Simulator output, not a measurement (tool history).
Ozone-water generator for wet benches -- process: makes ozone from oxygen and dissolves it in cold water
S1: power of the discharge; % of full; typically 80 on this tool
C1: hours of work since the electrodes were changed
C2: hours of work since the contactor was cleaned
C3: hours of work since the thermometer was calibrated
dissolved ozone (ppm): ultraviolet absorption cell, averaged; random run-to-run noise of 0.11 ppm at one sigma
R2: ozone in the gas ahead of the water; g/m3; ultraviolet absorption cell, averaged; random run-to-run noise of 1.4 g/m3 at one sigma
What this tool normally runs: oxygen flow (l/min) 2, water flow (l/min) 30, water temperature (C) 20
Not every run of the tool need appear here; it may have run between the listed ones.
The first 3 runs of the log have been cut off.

{"run": 4, "hour": 229.4, "S1": 82, "oxygen flow (l/min)": 2, "water flow (l/min)": 30, "water temperature (C)": 20, "C1": 1928, "C2": 152, "C3": 1105, "dissolved ozone (ppm)": 9.2, "R2": 275.6}
{"run": 5, "hour": 306.8, "S1": 82, "oxygen flow (l/min)": 2, "water flow (l/min)": 30, "water temperature (C)": 20, "C1": 1978, "C2": 201, "C3": 1155, "dissolved ozone (ppm)": 9.2, "R2": 275}
{"run": 6, "hour": 372.3, "S1": 80, "oxygen flow (l/min)": 2, "water flow (l/min)": 30, "water temperature (C)": 19, "C1": 2020, "C2": 244, "C3": 1197, "dissolved ozone (ppm)": 9.1, "R2": 269.4}
{"run": 7, "hour": 453.2, "S1": 80, "oxygen flow (l/min)": 2, "water flow (l/min)": 41, "water temperature (C)": 19, "C1": 2072, "C2": 296, "C3": 1249, "dissolved ozone (ppm)": 6.3, "R2": 267.9}
{"run": 8, "hour": 512.0, "S1": 80, "oxygen flow (l/min)": 2, "water flow (l/min)": 41, "water temperature (C)": 19, "C1": 2110, "C2": 333, "C3": 1287, "dissolved ozone (ppm)": 6.5, "R2": 267.5}
{"run": 9, "hour": 582.5, "S1": 80, "oxygen flow (l/min)": 2, "water flow (l/min)": 41, "water temperature (C)": 19, "C1": 2155, "C2": 379, "C3": 1332, "dissolved ozone (ppm)": 6.3, "R2": 268.8}
{"run": 10, "hour": 645.3, "S1": 80, "oxygen flow (l/min)": 2, "water flow (l/min)": 30, "water temperature (C)": 20, "C1": 2195, "C2": 419, "C3": 1372, "dissolved ozone (ppm)": 8.9, "R2": 268.2}
{"run": 11, "hour": 708.5, "S1": 80, "oxygen flow (l/min)": 2, "water flow (l/min)": 30, "water temperature (C)": 21, "C1": 2236, "C2": 460, "C3": 1413, "dissolved ozone (ppm)": 9.2, "R2": 267.2}
{"run": 12, "hour": 747.7, "S1": 80, "oxygen flow (l/min)": 1.99, "water flow (l/min)": 30, "water temperature (C)": 20, "C1": 2261, "C2": 485, "C3": 1438, "dissolved ozone (ppm)": 9.1, "R2": 266.7}
{"run": 13, "hour": 826.0, "S1": 80, "oxygen flow (l/min)": 1.99, "water flow (l/min)": 30, "water temperature (C)": 20, "C1": 2312, "C2": 535, "C3": 1489, "dissolved ozone (ppm)": 9.2, "R2": 268.8}
{"run": 14, "hour": 877.9, "S1": 80, "oxygen flow (l/min)": 2, "water flow (l/min)": 30, "water temperature (C)": 20, "C1": 2345, "C2": 569, "C3": 1522, "dissolved ozone (ppm)": 9.2, "R2": 264.8}
{"run": 15, "hour": 912.2, "S1": 80, "oxygen flow (l/min)": 2, "water flow (l/min)": 30, "water temperature (C)": 20, "C1": 2367, "C2": 591, "C3": 1544, "dissolved ozone (ppm)": 9.1, "R2": 267.9}
{"run": 16, "hour": 947.8, "S1": 80, "oxygen flow (l/min)": 2, "water flow (l/min)": 30, "water temperature (C)": 20, "C1": 2390, "C2": 614, "C3": 1567, "dissolved ozone (ppm)": 8.9, "R2": 265}
{"run": 17, "hour": 982.6, "S1": 81, "oxygen flow (l/min)": 1.68, "water flow (l/min)": 22, "water temperature (C)": 21, "C1": 2412, "C2": 636, "C3": 1589, "dissolved ozone (ppm)": 12.3, "R2": 294.5}
{"run": 18, "hour": 1051.6, "S1": 80, "oxygen flow (l/min)": 1, "water flow (l/min)": 30, "water temperature (C)": 21, "C1": 2457, "C2": 680, "C3": 1634, "dissolved ozone (ppm)": 7.2, "R2": 384.7}
{"run": 19, "hour": 1111.9, "S1": 60, "oxygen flow (l/min)": 1.36, "water flow (l/min)": 36, "water temperature (C)": 25, "C1": 2495, "C2": 719, "C3": 1673, "dissolved ozone (ppm)": 5.1, "R2": 263.3}
{"run": 20, "hour": 1193.0, "S1": 69, "oxygen flow (l/min)": 1.37, "water flow (l/min)": 30, "water temperature (C)": 20, "C1": 2548, "C2": 771, "C3": 1725, "dissolved ozone (ppm)": 7.3, "R2": 290.5}
{"hour": 1203.2, "done": "gauge calibrated"}
{"run": 21, "hour": 1228.7, "S1": 80, "oxygen flow (l/min)": 2, "water flow (l/min)": 42, "water temperature (C)": 13, "C1": 2571, "C2": 794, "C3": 1748, "dissolved ozone (ppm)": 6.4, "R2": 271.5}
{"run": 22, "hour": 1306.4, "S1": 64, "oxygen flow (l/min)": 2, "water flow (l/min)": 22, "water temperature (C)": 13, "C1": 2621, "C2": 844, "C3": 1798, "dissolved ozone (ppm)": 11.1, "R2": 228.5}
{"run": 23, "hour": 1346.9, "S1": 64, "oxygen flow (l/min)": 2, "water flow (l/min)": 45, "water temperature (C)": 27, "C1": 2647, "C2": 870, "C3": 1824, "dissolved ozone (ppm)": 4.6, "R2": 227.9}
{"run": 24, "hour": 1393.2, "S1": 64, "oxygen flow (l/min)": 1.1, "water flow (l/min)": 36, "water temperature (C)": 27, "C1": 2676, "C2": 900, "C3": 1853, "dissolved ozone (ppm)": 5, "R2": 313.3}
{"run": 25, "hour": 1473.2, "S1": 91, "oxygen flow (l/min)": 1.69, "water flow (l/min)": 30, "water temperature (C)": 17, "C1": 2728, "C2": 952, "C3": 1905, "dissolved ozone (ppm)": 9.7, "R2": 324.7}
{"run": 26, "hour": 1520.1, "S1": 68, "oxygen flow (l/min)": 2.55, "water flow (l/min)": 30, "water temperature (C)": 14, "C1": 2758, "C2": 982, "C3": 1935, "dissolved ozone (ppm)": 8.7, "R2": 207.5}
{"run": 27, "hour": 1590.7, "S1": 64, "oxygen flow (l/min)": 1.16, "water flow (l/min)": 25, "water temperature (C)": 20, "C1": 2803, "C2": 1027, "C3": 1980, "dissolved ozone (ppm)": 7.8, "R2": 303.3}
{"run": 28, "hour": 1645.0, "S1": 69, "oxygen flow (l/min)": 2, "water flow (l/min)": 30, "water temperature (C)": 17, "C1": 2838, "C2": 1062, "C3": 2015, "dissolved ozone (ppm)": 8.2, "R2": 240.8}

For run 29, what comes out?
{"run": 29, "hour": 1692.1, "S1": 69, "oxygen flow (l/min)": 2, "water flow (l/min)": 30, "water temperature (C)": 17, "C1": 2869, "C2": 1092, "C3": 2046, "dissolved ozone (ppm)": "?", "R2": "?"}

Run 29 yielded dissolved ozone (ppm) 8.1, R2 240.3 g/m3.
Had the tool carried no hidden state, the very same run would have given dissolved ozone (ppm) 8.1, R2 243.3 g/m3.
